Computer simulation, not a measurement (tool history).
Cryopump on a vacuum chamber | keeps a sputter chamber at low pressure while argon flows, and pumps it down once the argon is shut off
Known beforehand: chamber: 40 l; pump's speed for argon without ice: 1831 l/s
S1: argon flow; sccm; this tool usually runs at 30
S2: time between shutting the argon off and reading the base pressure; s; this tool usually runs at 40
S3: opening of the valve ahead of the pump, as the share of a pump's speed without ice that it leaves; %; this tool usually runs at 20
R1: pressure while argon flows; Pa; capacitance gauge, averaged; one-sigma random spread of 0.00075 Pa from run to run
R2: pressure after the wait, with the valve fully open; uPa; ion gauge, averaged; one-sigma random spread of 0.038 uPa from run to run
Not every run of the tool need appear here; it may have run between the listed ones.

{"run": 1, "hour": 0.0, "S1": 30, "S2": 40, "S3": 20, "R1": 0.1407, "R2": 2.86}
{"run": 2, "hour": 8.8, "S1": 30, "S2": 40, "S3": 20, "R1": 0.142, "R2": 2.89}
{"run": 3, "hour": 19.4, "S1": 30, "S2": 40, "S3": 20, "R1": 0.1417, "R2": 3.02}
{"run": 4, "hour": 37.1, "S1": 30, "S2": 40, "S3": 20, "R1": 0.1417, "R2": 2.96}
{"run": 5, "hour": 47.3, "S1": 15, "S2": 40, "S3": 20, "R1": 0.0708, "R2": 2.96}
{"run": 6, "hour": 56.9, "S1": 15, "S2": 40, "S3": 20, "R1": 0.0715, "R2": 2.93}
{"run": 7, "hour": 64.6, "S1": 30, "S2": 40, "S3": 20, "R1": 0.1411, "R2": 2.97}
{"run": 8, "hour": 81.9, "S1": 30, "S2": 40, "S3": 20, "R1": 0.1417, "R2": 2.99}
{"run": 9, "hour": 89.3, "S1": 30, "S2": 40, "S3": 20, "R1": 0.1412, "R2": 3.02}
{"run": 10, "hour": 104.8, "S1": 33, "S2": 40, "S3": 20, "R1": 0.1565, "R2": 2.98}
{"run": 11, "hour": 118.2, "S1": 30, "S2": 40, "S3": 20, "R1": 0.1417, "R2": 2.93}
{"run": 12, "hour": 125.6, "S1": 30, "S2": 40, "S3": 20, "R1": 0.1433, "R2": 2.96}
{"run": 13, "hour": 133.0, "S1": 28, "S2": 40, "S3": 32, "R1": 0.0848, "R2": 3.0}
{"run": 14, "hour": 149.3, "S1": 28, "S2": 40, "S3": 32, "R1": 0.0848, "R2": 2.99}
{"run": 15, "hour": 166.0, "S1": 28, "S2": 40, "S3": 32, "R1": 0.084, "R2": 3.07}
{"run": 16, "hour": 180.9, "S1": 16, "S2": 23, "S3": 23, "R1": 0.0685, "R2": 4.45}
{"run": 17, "hour": 197.9, "S1": 41, "S2": 84, "S3": 39, "R1": 0.1034, "R2": 2.11}
{"run": 18, "hour": 213.7, "S1": 23, "S2": 40, "S3": 41, "R1": 0.0561, "R2": 3.12}
{"run": 19, "hour": 229.5, "S1": 14, "S2": 284, "S3": 25, "R1": 0.0545, "R2": 1.4}
{"run": 20, "hour": 246.2, "S1": 19, "S2": 40, "S3": 34, "R1": 0.0536, "R2": 3.2}
{"run": 21, "hour": 255.6, "S1": 19, "S2": 40, "S3": 34, "R1": 0.0549, "R2": 3.08}
{"run": 22, "hour": 267.1, "S1": 19, "S2": 40, "S3": 34, "R1": 0.0546, "R2": 3.21}
{"run": 23, "hour": 275.6, "S1": 30, "S2": 115, "S3": 20, "R1": 0.1456, "R2": 1.81}
{"run": 24, "hour": 291.7, "S1": 30, "S2": 115, "S3": 20, "R1": 0.1435, "R2": 1.87}

Measured minus without-hidden-state, run by run (identical run-to-run variation in each term; gauge scatter may differ):
The tool's hidden condition here consists of: pump's speed, % of a pump's without ice; cold plate's temperature, K; leak into the chamber, uPa l/s; drift of the gauge itself on working_pa, %; drift of the gauge itself on base_upa, %.
run=1 R1=+0.0025 R2=+0.75
run=2 R1=+0.0025 R2=+0.78
run=3 R1=+0.0027 R2=+0.81
run=4 R1=+0.0029 R2=+0.80
run=5 R1=+0.0015 R2=+0.81
run=6 R1=+0.0016 R2=+0.82
run=7 R1=+0.0032 R2=+0.84
run=8 R1=+0.0034 R2=+0.85
run=9 R1=+0.0035 R2=+0.85
run=10 R1=+0.0040 R2=+0.85
run=11 R1=+0.0038 R2=+0.86
run=12 R1=+0.0039 R2=+0.87
run=13 R1=+0.0037 R2=+0.88
run=14 R1=+0.0040 R2=+0.88
run=15 R1=+0.0041 R2=+0.92
run=16 R1=+0.0025 R2=+0.91
run=17 R1=+0.0067 R2=+0.96
run=18 R1=+0.0039 R2=+0.97
run=19 R1=+0.0025 R2=+0.95
run=20 R1=+0.0035 R2=+1.01
run=21 R1=+0.0036 R2=+0.98
run=22 R1=+0.0037 R2=+1.02
run=23 R1=+0.0060 R2=+0.99
run=24 R1=+0.0062 R2=+1.02

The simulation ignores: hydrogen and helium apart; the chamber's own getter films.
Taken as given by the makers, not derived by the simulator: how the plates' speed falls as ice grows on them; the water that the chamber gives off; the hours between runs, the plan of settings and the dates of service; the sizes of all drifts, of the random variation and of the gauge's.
